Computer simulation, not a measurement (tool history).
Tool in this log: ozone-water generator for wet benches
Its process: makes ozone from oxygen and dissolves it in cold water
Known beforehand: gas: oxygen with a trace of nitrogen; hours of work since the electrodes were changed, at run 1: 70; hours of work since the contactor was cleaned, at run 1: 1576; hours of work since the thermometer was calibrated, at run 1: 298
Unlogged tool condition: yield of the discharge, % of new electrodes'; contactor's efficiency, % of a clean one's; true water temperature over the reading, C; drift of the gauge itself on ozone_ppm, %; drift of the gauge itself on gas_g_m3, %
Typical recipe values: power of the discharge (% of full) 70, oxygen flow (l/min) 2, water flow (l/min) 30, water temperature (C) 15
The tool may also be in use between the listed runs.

run     day  power of the discharge (% of full)  oxygen flow (l/min)  water flow (l/min)  water temperature (C)  hours of work since the electrodes were changed  hours of work since the contactor was cleaned  hours of work since the thermometer was calibrated  dissolved ozone (ppm)  ozone in the gas ahead of the water (g/m3)
  1       0                                  70                    2                  30                     15                                               70                                           1576                                                 298                    8.4                                       176.9
  2   0.904                                  70                    2                  30                     15                                               86                                           1591                                                 313                    8.4                                       175.5
  3   2.754                                  59                    2                  30                     15                                              116                                           1622                                                 344                    7.7                                       160.4
  4   3.921                                  41                    2                  30                     15                                              136                                           1642                                                 363                   6.34                                       133.4
  5   4.862                                  41                    2                  30                     15                                              152                                           1658                                                 379                   6.35                                       132.2
  6   6.383                                  70                    2                  25                     15                                              177                                           1683                                                 404                   10.2                                       176.7
  7   7.312                                  70                    2                  25                     23                                              193                                           1699                                                 420                   9.65                                       177.7
  8   8.196                                  70                    2                  25                     23                                              207                                           1713                                                 435                   9.54                                       177.7
  9  10.188                                  70                 1.03                  30                     15                                              241                                           1747                                                 468                    6.2                                         227
 10  11.854                                  70                 1.03                  30                     15                                              269                                           1774                                                 496                   6.03                                       228.1
 11  13.592                                  70                 1.03                  30                     15                                              298                                           1803                                                 525                    6.1                                       230.3
 12  14.529                                  70                 1.03                  30                     15                                              313                                           1819                                                 540                   6.11                                       227.1
 13  15.933                                  88                 1.03                  30                     15                                              337                                           1843                                                 564                    6.8                                       256.1
 14    17.3                                  88                 1.03                  30                     15                                              360                                           1865                                                 587                   6.89                                         258
 15  18.729                                  88                 1.03                  30                     15                                              383                                           1889                                                 611                      7                                       254.4
 16  20.004                                  88                 1.03                  30                     15                                              405                                           1911                                                 632                   6.96                                         258
 17  21.533                                  88                 1.03                  30                     15                                              430                                           1936                                                 657                   6.79                                       256.3
 18  23.062                                  82                 1.03                  21                     22                                              456                                           1962                                                 683                    9.4                                       247.3
 19   24.25                                  82                 1.03                  21                     22                                              476                                           1982                                                 703                   9.38                                       246.3
 20  25.342                                  70                 2.19                  30                     15                                              494                                           2000                                                 721                   8.74                                       169.9
 21  26.971                                  70                 2.19                  30                     15                                              521                                           2027                                                 748                   8.76                                         167
 22  27.938                                  83                 2.19                  46                     11                                              537                                           2043                                                 764                   6.18                                       183.8
 23  29.575                                  45                    2                  23                     23                                              565                                           2071                                                 792                   8.17                                       137.6
 24  30.992                                  71                 1.31                  34                      8                                              588                                           2094                                                 815                   6.08                                       206.5
 25  32.996                                  62                 1.24                  34                      8                                              622                                           2128                                                 849                   5.65                                       196.4
 26  34.867                                  62                 1.24                  34                      8                                              653                                           2159                                                 880                   5.68                                       195.8
 27  36.683                                  62                 1.24                  34                      8                                              684                                           2189                                                 911                   5.59                                       198.9
 28  37.779                                  57                 1.19                  26                     12                                              702                                           2208                                                 929                   6.93                                       190.9
 29  39.017                                  57                 1.19                  26                     12                                              723                                           2228                                                 950                      7                                       188.3
 30  41.058                                  57                 1.38                  21                     12                                              757                                           2262                                                 984                   9.31                                       177.7
 31  42.992                                  70                    2                  22                     15                                              789                                           2295                                                1016                  11.28                                       171.5
 32   44.35                                  70                    2                  22                     15                                              812                                           2317                                                1039                  11.44                                         171
 33  45.475                                  70                    2                  22                     15                                              830                                           2336                                                1058                   11.5                                       171.1
 34  46.629                                  70                    2                  22                     15                                              850                                           2356                                                1077                  11.26                                       170.5

Below are 3 alternative next runs, each starting from the tool's condition after run 34. Predict each:
  A  48.275                                  82                    2                  20                     15                                              877                                           2383                                                1104                      ?                                           ?
  B  48.275                                  70                    2                  22                     15                                              877                                           2383                                                1104                      ?                                           ?
  C  48.275                                  46                    2                  20                     15                                              877                                           2383                                                1104                      ?                                           ?

run  dissolved ozone (ppm)  ozone in the gas ahead of the water (g/m3)
  A                  13.64                                       187.1
  B                  11.41                                       171.9
  C                  10.03                                       137.9
Take away the tool's hidden state, keep each run's random variation, and the runs would have read:
run  dissolved ozone (ppm)  ozone in the gas ahead of the water (g/m3)
  A                  13.64                                       192.2
  B                  11.42                                       176.5
  C                  10.03                                       141.6
